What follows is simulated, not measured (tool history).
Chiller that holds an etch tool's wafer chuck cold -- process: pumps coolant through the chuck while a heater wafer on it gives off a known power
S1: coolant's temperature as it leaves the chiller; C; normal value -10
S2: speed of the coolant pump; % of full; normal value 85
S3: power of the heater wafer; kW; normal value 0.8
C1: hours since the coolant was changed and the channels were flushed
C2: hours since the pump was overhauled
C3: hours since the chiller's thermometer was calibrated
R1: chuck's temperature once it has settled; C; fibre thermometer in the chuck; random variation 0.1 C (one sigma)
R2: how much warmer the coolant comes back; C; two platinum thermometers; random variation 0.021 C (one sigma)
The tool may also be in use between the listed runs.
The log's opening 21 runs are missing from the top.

run	hour	S1	S2	S3	C1	C2	C3	R1	R2
22	2082.8	-13	86	1.042	1729	3691	1364	-6.1	2.11
23	2192.1	-6	85	1.134	1838	3800	1473	1.5	2.34
24	2251.1	-5	78	0.9	1897	3859	1532	1.4	2.03
25	2356	-10	65	0.8	2002	3964	1637	-3.8	2.15
26	2429.7	-10	65	0.8	2076	4038	1711	-3.8	2.14
27	2517.7	-10	81	0.432	2164	4126	1799	-7.1	0.97
28	2655.1	-12	85	0.432	2301	4263	1936	-9.2	0.91
29	2728	-12	70	0.864	2374	4336	2009	-5.6	2.16
30	2851.7	-12	70	0.864	2498	4460	2133	-5.4	2.15
31	2921.5	-10	85	0.67	2568	4530	2203	-5.6	1.38

Consider 4 possible next runs. They are alternatives, not a sequence: every one starts from the tool as it was left by run 31. What does each give?
A	3037.1	-20	89	0.654	2683	4645	2318	?	?
B	3037.1	-1	73	0.585	2683	4645	2318	?	?
C	3037.1	-14	68	0.8	2683	4645	2318	?	?
D	3037.1	-4	85	0.8	2683	4645	2318	?	?

run	R1	R2
A	-15.8	1.28
B	3.2	1.44
C	-8	2.03
D	1.2	1.66
With no hidden state in the tool, these same runs would have given:
run	R1	R2
A	-15.9	1.28
B	3.2	1.43
C	-8	2.03
D	1.2	1.65
